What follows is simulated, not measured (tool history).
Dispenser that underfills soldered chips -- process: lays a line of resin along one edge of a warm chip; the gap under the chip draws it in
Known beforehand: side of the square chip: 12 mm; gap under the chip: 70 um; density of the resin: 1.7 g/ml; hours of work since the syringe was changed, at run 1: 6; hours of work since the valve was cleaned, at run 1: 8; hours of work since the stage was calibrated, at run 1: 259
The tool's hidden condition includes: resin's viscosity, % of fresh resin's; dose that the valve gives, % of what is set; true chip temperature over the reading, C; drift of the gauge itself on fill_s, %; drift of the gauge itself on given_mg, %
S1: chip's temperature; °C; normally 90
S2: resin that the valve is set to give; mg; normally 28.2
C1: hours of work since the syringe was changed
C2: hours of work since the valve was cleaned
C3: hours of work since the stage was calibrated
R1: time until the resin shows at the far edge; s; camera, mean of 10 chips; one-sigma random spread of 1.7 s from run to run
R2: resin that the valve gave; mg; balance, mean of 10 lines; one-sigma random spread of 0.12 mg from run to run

Run 1, hour 0: usual settings; C1 6; C2 8; C3 259. Result: R1 246.6 s, R2 27.97 mg.
At hour 7.3: new syringe of resin.
Run 2, hour 7.4: usual settings but S1 96 °C; C1 0; C2 13; C3 264. Result: R1 139.8 s, R2 27.92 mg.
Run 3, hour 14.6: usual settings but S2 33.1 mg; C1 5; C2 18; C3 269. Result: R1 232.7 s, R2 32.69 mg.
At hour 22.7: new syringe of resin.
Run 4, hour 24.3: usual settings but S2 33.1 mg; C1 1; C2 25; C3 275. Result: R1 184.7 s, R2 32.71 mg.
Run 5, hour 28.8: usual settings; C1 4; C2 28; C3 278. Result: R1 227.7 s, R2 27.82 mg.
Run 6, hour 33.3: usual settings but S1 82 °C; C1 7; C2 31; C3 281. Result: R1 379.7 s, R2 27.65 mg.
At hour 38.6: new syringe of resin.
Run 7, hour 41.5: usual settings but S2 32.9 mg; C1 2; C2 36; C3 287. Result: R1 200.3 s, R2 32.12 mg.
Run 8, hour 48.2: usual settings but S2 24.9 mg; C1 7; C2 41; C3 291. Result: R1 266.6 s, R2 24.33 mg.
At hour 54.1: new syringe of resin.
Run 9, hour 55.1: usual settings but S2 24.9 mg; C1 1; C2 46; C3 296. Result: R1 186.7 s, R2 24.32 mg.
Run 10, hour 63.9: usual settings but S2 24.4 mg; C1 7; C2 52; C3 302. Result: R1 271.7 s, R2 23.81 mg.
At hour 69.6: new syringe of resin.
Run 11, hour 71.7: usual settings but S2 24.4 mg; C1 1; C2 57; C3 307. Result: R1 198 s, R2 23.57 mg.
Run 12, hour 78.2: usual settings but S1 91 °C, S2 31.2 mg; C1 6; C2 61; C3 312. Result: R1 239.6 s, R2 30.14 mg.
At hour 80.9: dispensing valve cleaned and set on the balance.
Run 13, hour 85.2: usual settings but S1 91 °C, S2 31.2 mg; C1 10; C2 3; C3 316. Result: R1 305.7 s, R2 31.18 mg.
At hour 86.1: new syringe of resin.
Run 14, hour 95.7: usual settings but S2 26.7 mg; C1 7; C2 10; C3 323. Result: R1 263.1 s, R2 26.66 mg.
Run 15, hour 100: usual settings but S1 93 °C, S2 25.4 mg; C1 10; C2 13; C3 326. Result: R1 282.4 s, R2 25.35 mg.
At hour 101.9: new syringe of resin.
Run 16, hour 110.6: usual settings but S1 101 °C, S2 32.8 mg; C1 6; C2 20; C3 333. Result: R1 162.7 s, R2 32.11 mg.
Run 17, hour 115.6: usual settings but S1 76 °C, S2 25.5 mg; C1 9; C2 24; C3 336. Result: R1 571.9 s, R2 25.29 mg.
At hour 117.8: new syringe of resin.
Run 18, hour 125.5: usual settings but S1 100 °C, S2 25 mg; C1 5; C2 30; C3 343. Result: R1 166.2 s, R2 24.66 mg.
At hour 133.1: new syringe of resin.
Run 19, hour 133.3: usual settings but S1 100 °C, S2 25 mg; C1 0; C2 35; C3 348. Result: R1 125.3 s, R2 24.51 mg.

Alternative continuations, all from the tool just after run 19; predict every row:
Run A, hour 139.9: usual settings but S1 99 °C, S2 26.2 mg; C1 5; C2 40; C3 353. Result: R1 ?, R2 ?.
Run B, hour 139.9: usual settings but S1 103 °C, S2 25.9 mg; C1 5; C2 40; C3 353. Result: R1 ?, R2 ?.
Run C, hour 139.9: usual settings but S1 95 °C, S2 30.9 mg; C1 5; C2 40; C3 353. Result: R1 ?, R2 ?.

run     R1     R2
  A  166.2  25.52
  B  143.3  25.22
  C  190.8  30.19
With no hidden state in the tool, these same runs would have given:
run     R1     R2
  A  115.9  26.07
  B    100  25.77
  C  132.9  30.84
